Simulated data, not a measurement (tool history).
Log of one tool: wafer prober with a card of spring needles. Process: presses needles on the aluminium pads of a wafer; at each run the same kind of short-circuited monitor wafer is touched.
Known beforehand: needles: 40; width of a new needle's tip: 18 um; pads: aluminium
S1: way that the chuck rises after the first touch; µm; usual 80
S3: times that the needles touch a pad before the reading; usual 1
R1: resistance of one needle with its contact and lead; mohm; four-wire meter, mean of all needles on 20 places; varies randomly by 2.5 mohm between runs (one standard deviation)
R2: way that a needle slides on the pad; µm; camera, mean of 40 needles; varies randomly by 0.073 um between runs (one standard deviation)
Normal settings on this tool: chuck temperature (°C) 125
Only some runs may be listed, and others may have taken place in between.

{"run": 1, "hour": 0.0, "S1": 80, "chuck temperature (°C)": 125, "S3": 1, "R1": 286, "R2": 19.79}
{"hour": 20.0, "done": "tips cleaned on abrasive film"}
{"hour": 39.8, "done": "tips cleaned on abrasive film"}
{"run": 2, "hour": 53.5, "S1": 80, "chuck temperature (°C)": 125, "S3": 1, "R1": 296, "R2": 19.82}
{"hour": 58.0, "done": "tips cleaned on abrasive film"}
{"hour": 79.3, "done": "tips cleaned on abrasive film"}
{"hour": 99.4, "done": "tips cleaned on abrasive film"}
{"run": 3, "hour": 112.7, "S1": 80, "chuck temperature (°C)": 120, "S3": 1, "R1": 294, "R2": 19.86}
{"hour": 117.2, "done": "tips cleaned on abrasive film"}
{"hour": 136.6, "done": "tips cleaned on abrasive film"}
{"hour": 156.2, "done": "tips cleaned on abrasive film"}
{"run": 4, "hour": 159.0, "S1": 80, "chuck temperature (°C)": 120, "S3": 1, "R1": 285, "R2": 19.75}
{"hour": 174.9, "done": "tips cleaned on abrasive film"}
{"hour": 195.0, "done": "tips cleaned on abrasive film"}
{"hour": 214.7, "done": "tips cleaned on abrasive film"}
{"run": 5, "hour": 214.7, "S1": 80, "chuck temperature (°C)": 125, "S3": 1, "R1": 282, "R2": 19.72}
{"hour": 236.6, "done": "tips cleaned on abrasive film"}
{"hour": 257.6, "done": "tips cleaned on abrasive film"}
{"hour": 257.9, "done": "height of the first contact set anew"}
{"run": 6, "hour": 260.4, "S1": 80, "chuck temperature (°C)": 125, "S3": 1, "R1": 284, "R2": 19.28}
{"hour": 276.3, "done": "tips cleaned on abrasive film"}
{"hour": 298.1, "done": "tips cleaned on abrasive film"}
{"run": 7, "hour": 307.4, "S1": 80, "chuck temperature (°C)": 125, "S3": 1, "R1": 299, "R2": 19.15}
{"hour": 316.3, "done": "tips cleaned on abrasive film"}
{"hour": 335.0, "done": "tips cleaned on abrasive film"}
{"run": 8, "hour": 340.8, "S1": 80, "chuck temperature (°C)": 125, "S3": 1, "R1": 295, "R2": 19.22}
{"hour": 357.0, "done": "tips cleaned on abrasive film"}
{"hour": 377.7, "done": "tips cleaned on abrasive film"}
{"run": 9, "hour": 392.0, "S1": 80, "chuck temperature (°C)": 54, "S3": 2, "R1": 277, "R2": 19.2}
{"hour": 396.1, "done": "tips cleaned on abrasive film"}
{"hour": 416.5, "done": "tips cleaned on abrasive film"}
{"hour": 437.2, "done": "tips cleaned on abrasive film"}
{"hour": 440.1, "done": "height of the first contact set anew, once more"}
{"run": 10, "hour": 440.1, "S1": 80, "chuck temperature (°C)": 54, "S3": 2, "R1": 264, "R2": 20.32}
{"hour": 456.9, "done": "tips cleaned on abrasive film"}
{"hour": 478.0, "done": "tips cleaned on abrasive film"}
{"hour": 498.3, "done": "tips cleaned on abrasive film"}
{"run": 11, "hour": 504.0, "S1": 82, "chuck temperature (°C)": 37, "S3": 1, "R1": 267, "R2": 20.73}
{"hour": 520.1, "done": "tips cleaned on abrasive film"}
{"hour": 540.5, "done": "tips cleaned on abrasive film"}
{"hour": 559.3, "done": "tips cleaned on abrasive film"}
{"run": 12, "hour": 562.9, "S1": 64, "chuck temperature (°C)": 67, "S3": 1, "R1": 279, "R2": 16.15}
{"hour": 580.6, "done": "tips cleaned on abrasive film"}
{"run": 13, "hour": 594.0, "S1": 64, "chuck temperature (°C)": 111, "S3": 2, "R1": 294, "R2": 15.91}
{"hour": 602.5, "done": "tips cleaned on abrasive film"}
{"hour": 620.1, "done": "tips cleaned on abrasive film"}
{"hour": 638.5, "done": "tips cleaned on abrasive film"}
{"run": 14, "hour": 650.1, "S1": 64, "chuck temperature (°C)": 111, "S3": 2, "R1": 296, "R2": 15.94}
{"hour": 658.3, "done": "tips cleaned on abrasive film"}
{"hour": 679.0, "done": "tips cleaned on abrasive film"}
{"hour": 697.5, "done": "tips cleaned on abrasive film"}
{"run": 15, "hour": 710.3, "S1": 61, "chuck temperature (°C)": 111, "S3": 1, "R1": 307, "R2": 15.13}
{"hour": 717.4, "done": "tips cleaned on abrasive film"}
{"hour": 738.0, "done": "tips cleaned on abrasive film"}
{"hour": 759.3, "done": "tips cleaned on abrasive film"}
{"run": 16, "hour": 774.7, "S1": 82, "chuck temperature (°C)": 86, "S3": 2, "R1": 284, "R2": 20.41}

Branching from run 16: 5 alternative next runs. What would each branch give?
{"hour": 779.2, "done": "tips cleaned on abrasive film"}
{"hour": 800.9, "done": "tips cleaned on abrasive film"}
{"hour": 819.1, "done": "tips cleaned on abrasive film"}
{"run": "A", "hour": 827.1, "S1": 82, "chuck temperature (°C)": 86, "S3": 3, "R1": "?", "R2": "?"}
{"hour": 779.2, "done": "tips cleaned on abrasive film"}
{"hour": 800.9, "done": "tips cleaned on abrasive film"}
{"hour": 819.1, "done": "tips cleaned on abrasive film"}
{"run": "B", "hour": 827.1, "S1": 75, "chuck temperature (°C)": 26, "S3": 1, "R1": "?", "R2": "?"}
{"hour": 779.2, "done": "tips cleaned on abrasive film"}
{"hour": 800.9, "done": "tips cleaned on abrasive film"}
{"hour": 819.1, "done": "tips cleaned on abrasive film"}
{"run": "C", "hour": 827.1, "S1": 82, "chuck temperature (°C)": 61, "S3": 2, "R1": "?", "R2": "?"}
{"hour": 779.2, "done": "tips cleaned on abrasive film"}
{"hour": 800.9, "done": "tips cleaned on abrasive film"}
{"hour": 819.1, "done": "tips cleaned on abrasive film"}
{"run": "D", "hour": 827.1, "S1": 90, "chuck temperature (°C)": 86, "S3": 1, "R1": "?", "R2": "?"}
{"hour": 779.2, "done": "tips cleaned on abrasive film"}
{"hour": 800.9, "done": "tips cleaned on abrasive film"}
{"hour": 819.1, "done": "tips cleaned on abrasive film"}
{"run": "E", "hour": 827.1, "S1": 63, "chuck temperature (°C)": 26, "S3": 1, "R1": "?", "R2": "?"}

run=A R1=280 R2=20.37
run=B R1=272 R2=18.46
run=C R1=274 R2=20.42
run=D R1=285 R2=22.48
run=E R1=281 R2=15.48
Without the tool's unlogged condition, the same runs would have read:
run=A R1=274 R2=20.80
run=B R1=252 R2=18.89
run=C R1=264 R2=20.85
run=D R1=272 R2=22.91
run=E R1=255 R2=15.91

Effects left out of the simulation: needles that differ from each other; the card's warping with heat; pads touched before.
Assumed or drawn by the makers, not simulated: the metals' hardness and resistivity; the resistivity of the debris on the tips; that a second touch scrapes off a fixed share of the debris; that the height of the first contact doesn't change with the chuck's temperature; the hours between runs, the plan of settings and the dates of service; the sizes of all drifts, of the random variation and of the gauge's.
